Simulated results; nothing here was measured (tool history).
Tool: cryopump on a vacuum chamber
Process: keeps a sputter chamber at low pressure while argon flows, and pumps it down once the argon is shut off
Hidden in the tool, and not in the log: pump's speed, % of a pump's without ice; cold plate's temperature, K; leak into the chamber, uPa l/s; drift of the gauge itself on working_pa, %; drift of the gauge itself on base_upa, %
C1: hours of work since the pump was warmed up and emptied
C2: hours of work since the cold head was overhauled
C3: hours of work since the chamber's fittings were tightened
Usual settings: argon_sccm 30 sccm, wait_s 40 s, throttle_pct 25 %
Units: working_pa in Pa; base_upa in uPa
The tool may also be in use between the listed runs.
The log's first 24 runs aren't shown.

{"run": 25, "day": 51.8, "argon_sccm": 42, "wait_s": 110, "throttle_pct": 28, "C1": 445, "C2": 982, "C3": 1742, "working_pa": 0.1754, "base_upa": 3.57}
{"run": 26, "day": 54.792, "argon_sccm": 42, "wait_s": 110, "throttle_pct": 28, "C1": 476, "C2": 1014, "C3": 1774, "working_pa": 0.176, "base_upa": 3.69}
{"run": 27, "day": 57.492, "argon_sccm": 55, "wait_s": 21, "throttle_pct": 21, "C1": 504, "C2": 1042, "C3": 1802, "working_pa": 0.3049, "base_upa": 4.88}
{"day": 58.504, "done": "leaking fittings of the chamber tightened, without venting"}
{"run": 28, "day": 60.475, "argon_sccm": 55, "wait_s": 21, "throttle_pct": 21, "C1": 534, "C2": 1072, "C3": 21, "working_pa": 0.3044, "base_upa": 1.58}
{"day": 61.2, "done": "pump warmed up, emptied and cooled again"}
{"run": 29, "day": 62.429, "argon_sccm": 55, "wait_s": 21, "throttle_pct": 21, "C1": 13, "C2": 1090, "C3": 39, "working_pa": 0.2906, "base_upa": 1.54}
{"run": 30, "day": 64.371, "argon_sccm": 31, "wait_s": 21, "throttle_pct": 33, "C1": 33, "C2": 1111, "C3": 59, "working_pa": 0.1044, "base_upa": 1.54}
{"run": 31, "day": 67.15, "argon_sccm": 31, "wait_s": 21, "throttle_pct": 33, "C1": 62, "C2": 1140, "C3": 88, "working_pa": 0.1045, "base_upa": 1.56}
{"run": 32, "day": 69.154, "argon_sccm": 28, "wait_s": 65, "throttle_pct": 29, "C1": 83, "C2": 1161, "C3": 109, "working_pa": 0.107, "base_upa": 0.87}
{"run": 33, "day": 70.996, "argon_sccm": 28, "wait_s": 43, "throttle_pct": 29, "C1": 102, "C2": 1180, "C3": 128, "working_pa": 0.1081, "base_upa": 1.03}

Forecast each of these 3 alternatives for the next run:
{"run": "A", "day": 73.75, "argon_sccm": 13, "wait_s": 39, "throttle_pct": 49, "C1": 131, "C2": 1209, "C3": 157, "working_pa": "?", "base_upa": "?"}
{"run": "B", "day": 73.75, "argon_sccm": 41, "wait_s": 36, "throttle_pct": 35, "C1": 131, "C2": 1209, "C3": 157, "working_pa": "?", "base_upa": "?"}
{"run": "C", "day": 73.75, "argon_sccm": 23, "wait_s": 103, "throttle_pct": 29, "C1": 131, "C2": 1209, "C3": 157, "working_pa": "?", "base_upa": "?"}

run=A working_pa=0.0298 base_upa=1.16
run=B working_pa=0.1314 base_upa=1.17
run=C working_pa=0.0897 base_upa=0.75
Without the tool's hidden state the same runs would have given:
run=A working_pa=0.0288 base_upa=0.87
run=B working_pa=0.1284 base_upa=0.89
run=C working_pa=0.088 base_upa=0.46
